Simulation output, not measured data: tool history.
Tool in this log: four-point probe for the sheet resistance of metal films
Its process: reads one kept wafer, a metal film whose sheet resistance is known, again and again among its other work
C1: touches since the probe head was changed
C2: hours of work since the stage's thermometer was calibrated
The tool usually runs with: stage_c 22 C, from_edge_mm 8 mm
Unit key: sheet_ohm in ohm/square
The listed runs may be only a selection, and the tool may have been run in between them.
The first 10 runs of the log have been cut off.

Run 11, hour 122.9: usual settings but stage_c 33 C; C1 52021; C2 403. Result: sheet_ohm 2.288966 ohm/square.
Run 12, hour 140.7: usual settings but stage_c 33 C; C1 53060; C2 415. Result: sheet_ohm 2.290155 ohm/square.
Run 13, hour 156.1: usual settings but from_edge_mm 7 mm; C1 53960; C2 425. Result: sheet_ohm 2.324543 ohm/square.
Run 14, hour 173: usual settings but from_edge_mm 7 mm; C1 54947; C2 436. Result: sheet_ohm 2.323612 ohm/square.
Run 15, hour 183.6: usual settings but from_edge_mm 10 mm; C1 55566; C2 443. Result: sheet_ohm 2.311274 ohm/square.
Run 16, hour 193.8: usual settings; C1 56162; C2 450. Result: sheet_ohm 2.318413 ohm/square.
Run 17, hour 203: usual settings; C1 56696; C2 456. Result: sheet_ohm 2.318629 ohm/square.
Run 18, hour 212.9: usual settings; C1 57277; C2 462. Result: sheet_ohm 2.318179 ohm/square.
Run 19, hour 232.4: usual settings but stage_c 21 C, from_edge_mm 18 mm; C1 58415; C2 475. Result: sheet_ohm 2.305538 ohm/square.
Run 20, hour 245.3: usual settings but stage_c 28 C, from_edge_mm 4 mm; C1 59167; C2 484. Result: sheet_ohm 2.358092 ohm/square.
Run 21, hour 257.4: usual settings but stage_c 28 C, from_edge_mm 3 mm; C1 59877; C2 492. Result: sheet_ohm 2.41234 ohm/square.
Run 22, hour 266.6: usual settings but stage_c 24 C, from_edge_mm 12 mm; C1 60410; C2 498. Result: sheet_ohm 2.301934 ohm/square.
Run 23, hour 286.2: usual settings but stage_c 24 C, from_edge_mm 22 mm; C1 61560; C2 511. Result: sheet_ohm 2.295727 ohm/square.
Run 24, hour 300.4: usual settings but stage_c 28 C, from_edge_mm 22 mm; C1 62385; C2 520. Result: sheet_ohm 2.285409 ohm/square.
Run 25, hour 319: usual settings but stage_c 19 C, from_edge_mm 7 mm; C1 63472; C2 532. Result: sheet_ohm 2.33212 ohm/square.
Run 26, hour 330.6: usual settings but from_edge_mm 28 mm; C1 64154; C2 540. Result: sheet_ohm 2.300536 ohm/square.
Run 27, hour 342.9: usual settings but stage_c 28 C, from_edge_mm 26 mm; C1 64871; C2 548. Result: sheet_ohm 2.285026 ohm/square.
Run 28, hour 357.6: usual settings but stage_c 24 C, from_edge_mm 29 mm; C1 65727; C2 558. Result: sheet_ohm 2.295622 ohm/square.
Run 29, hour 377.3: usual settings but stage_c 29 C, from_edge_mm 61 mm; C1 66878; C2 571. Result: sheet_ohm 2.281946 ohm/square.
Run 30, hour 388.4: usual settings but stage_c 31 C, from_edge_mm 22 mm; C1 67527; C2 578. Result: sheet_ohm 2.278575 ohm/square.
Run 31, hour 403.9: usual settings but stage_c 31 C, from_edge_mm 22 mm; C1 68434; C2 588. Result: sheet_ohm 2.279112 ohm/square.
Run 32, hour 423.3: usual settings but stage_c 31 C, from_edge_mm 22 mm; C1 69565; C2 601. Result: sheet_ohm 2.279013 ohm/square.

Consider 4 possible next runs. They are alternatives, not a sequence: every one starts from the tool as it was left by run 32. What does each give?
Run A, hour 442.6: usual settings but stage_c 28 C, from_edge_mm 20 mm; C1 70695; C2 614. Result: sheet_ohm ?.
Run B, hour 442.6: usual settings but stage_c 18 C, from_edge_mm 14 mm; C1 70695; C2 614. Result: sheet_ohm ?.
Run C, hour 442.6: usual settings but stage_c 19 C, from_edge_mm 5 mm; C1 70695; C2 614. Result: sheet_ohm ?.
Run D, hour 442.6: usual settings but stage_c 21 C; C1 70695; C2 614. Result: sheet_ohm ?.

run  sheet_ohm
  A   2.286059
  B    2.31572
  C   2.355089
  D   2.321067
Stripped of hidden state, with their random variation kept, the same runs would have yielded:
run  sheet_ohm
  A   2.286134
  B   2.315796
  C   2.355167
  D   2.321143

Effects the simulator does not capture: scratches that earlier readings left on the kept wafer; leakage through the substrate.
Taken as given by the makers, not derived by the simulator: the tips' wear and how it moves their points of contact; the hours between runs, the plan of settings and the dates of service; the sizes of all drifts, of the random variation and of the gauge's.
